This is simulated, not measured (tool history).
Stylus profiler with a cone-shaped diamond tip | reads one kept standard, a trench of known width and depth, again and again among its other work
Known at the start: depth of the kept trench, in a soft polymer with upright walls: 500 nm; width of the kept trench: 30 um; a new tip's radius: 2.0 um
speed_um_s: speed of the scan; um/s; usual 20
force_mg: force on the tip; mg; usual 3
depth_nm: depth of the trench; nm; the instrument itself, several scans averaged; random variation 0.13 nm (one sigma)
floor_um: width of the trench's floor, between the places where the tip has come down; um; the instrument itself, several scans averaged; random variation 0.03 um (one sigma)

{"run": 1, "hour": 0.0, "speed_um_s": 20, "force_mg": 3, "depth_nm": 506.31, "floor_um": 27.27}
{"run": 2, "hour": 74.9, "speed_um_s": 20, "force_mg": 3, "depth_nm": 506.79, "floor_um": 27.24}
{"run": 3, "hour": 115.1, "speed_um_s": 20, "force_mg": 3, "depth_nm": 506.53, "floor_um": 27.25}
{"run": 4, "hour": 176.6, "speed_um_s": 20, "force_mg": 3, "depth_nm": 506.48, "floor_um": 27.29}
{"run": 5, "hour": 248.9, "speed_um_s": 20, "force_mg": 3, "depth_nm": 506.35, "floor_um": 27.2}
{"run": 6, "hour": 315.4, "speed_um_s": 20, "force_mg": 3, "depth_nm": 506.68, "floor_um": 27.28}
{"run": 7, "hour": 396.3, "speed_um_s": 20, "force_mg": 3, "depth_nm": 506.34, "floor_um": 27.19}
{"run": 8, "hour": 472.2, "speed_um_s": 20, "force_mg": 3, "depth_nm": 506.33, "floor_um": 27.27}
{"run": 9, "hour": 547.5, "speed_um_s": 20, "force_mg": 3, "depth_nm": 506.5, "floor_um": 27.21}
{"run": 10, "hour": 592.5, "speed_um_s": 20, "force_mg": 3, "depth_nm": 506.6, "floor_um": 27.27}
{"run": 11, "hour": 632.5, "speed_um_s": 20, "force_mg": 3, "depth_nm": 506.5, "floor_um": 27.24}
{"run": 12, "hour": 721.4, "speed_um_s": 20, "force_mg": 3, "depth_nm": 506.6, "floor_um": 27.27}
{"run": 13, "hour": 806.9, "speed_um_s": 20, "force_mg": 3, "depth_nm": 506.46, "floor_um": 27.25}
{"run": 14, "hour": 845.5, "speed_um_s": 20, "force_mg": 3, "depth_nm": 506.5, "floor_um": 27.22}
{"run": 15, "hour": 883.3, "speed_um_s": 20, "force_mg": 3, "depth_nm": 506.55, "floor_um": 27.26}
{"run": 16, "hour": 956.2, "speed_um_s": 10, "force_mg": 3, "depth_nm": 506.49, "floor_um": 27.27}
{"run": 17, "hour": 1013.2, "speed_um_s": 10, "force_mg": 1.08, "depth_nm": 503.28, "floor_um": 27.28}
{"run": 18, "hour": 1100.9, "speed_um_s": 10, "force_mg": 3.6, "depth_nm": 507.22, "floor_um": 27.31}
{"run": 19, "hour": 1155.8, "speed_um_s": 77, "force_mg": 2.13, "depth_nm": 505.19, "floor_um": 26.88}
{"run": 20, "hour": 1202.1, "speed_um_s": 6, "force_mg": 3.37, "depth_nm": 506.91, "floor_um": 27.33}
{"run": 21, "hour": 1281.1, "speed_um_s": 6, "force_mg": 3.37, "depth_nm": 507.15, "floor_um": 27.3}
{"run": 22, "hour": 1358.8, "speed_um_s": 6, "force_mg": 3.37, "depth_nm": 507.35, "floor_um": 27.36}
{"run": 23, "hour": 1407.7, "speed_um_s": 11, "force_mg": 8.25, "depth_nm": 512.64, "floor_um": 27.32}
{"run": 24, "hour": 1478.2, "speed_um_s": 11, "force_mg": 8.25, "depth_nm": 512.95, "floor_um": 27.3}
{"run": 25, "hour": 1561.0, "speed_um_s": 6, "force_mg": 1.43, "depth_nm": 503.99, "floor_um": 27.31}
{"run": 26, "hour": 1631.6, "speed_um_s": 6, "force_mg": 1.43, "depth_nm": 503.88, "floor_um": 27.29}
{"run": 27, "hour": 1701.3, "speed_um_s": 32, "force_mg": 4.72, "depth_nm": 508.84, "floor_um": 27.21}
{"run": 28, "hour": 1778.1, "speed_um_s": 19, "force_mg": 3.41, "depth_nm": 506.96, "floor_um": 27.27}
{"run": 29, "hour": 1821.1, "speed_um_s": 6, "force_mg": 7.06, "depth_nm": 511.79, "floor_um": 27.32}
{"run": 30, "hour": 1886.8, "speed_um_s": 6, "force_mg": 7.06, "depth_nm": 511.62, "floor_um": 27.33}
{"run": 31, "hour": 1959.5, "speed_um_s": 6, "force_mg": 7.06, "depth_nm": 511.73, "floor_um": 27.31}
{"run": 32, "hour": 2026.9, "speed_um_s": 5, "force_mg": 3.23, "depth_nm": 507.13, "floor_um": 27.27}
{"run": 33, "hour": 2091.2, "speed_um_s": 6, "force_mg": 2.3, "depth_nm": 505.41, "floor_um": 27.27}
{"run": 34, "hour": 2154.7, "speed_um_s": 33, "force_mg": 1.16, "depth_nm": 503.52, "floor_um": 27.04}
{"run": 35, "hour": 2218.2, "speed_um_s": 34, "force_mg": 2.79, "depth_nm": 506.29, "floor_um": 27.14}

Forecast each of these 5 alternatives for the next run:
{"run": "A", "hour": 2296.7, "speed_um_s": 20, "force_mg": 4.7, "depth_nm": "?", "floor_um": "?"}
{"run": "B", "hour": 2296.7, "speed_um_s": 29, "force_mg": 1.25, "depth_nm": "?", "floor_um": "?"}
{"run": "C", "hour": 2296.7, "speed_um_s": 40, "force_mg": 1.1, "depth_nm": "?", "floor_um": "?"}
{"run": "D", "hour": 2296.7, "speed_um_s": 20, "force_mg": 7.5, "depth_nm": "?", "floor_um": "?"}
{"run": "E", "hour": 2296.7, "speed_um_s": 60, "force_mg": 1.51, "depth_nm": "?", "floor_um": "?"}

run=A depth_nm=508.78 floor_um=27.24
run=B depth_nm=503.46 floor_um=27.15
run=C depth_nm=503.44 floor_um=27.02
run=D depth_nm=512.18 floor_um=27.23
run=E depth_nm=504.13 floor_um=26.92
Without the tool's hidden state the same runs would have given:
run=A depth_nm=508.81 floor_um=27.25
run=B depth_nm=503.48 floor_um=27.16
run=C depth_nm=503.46 floor_um=27.03
run=D depth_nm=512.2 floor_um=27.24
run=E depth_nm=504.16 floor_um=26.93

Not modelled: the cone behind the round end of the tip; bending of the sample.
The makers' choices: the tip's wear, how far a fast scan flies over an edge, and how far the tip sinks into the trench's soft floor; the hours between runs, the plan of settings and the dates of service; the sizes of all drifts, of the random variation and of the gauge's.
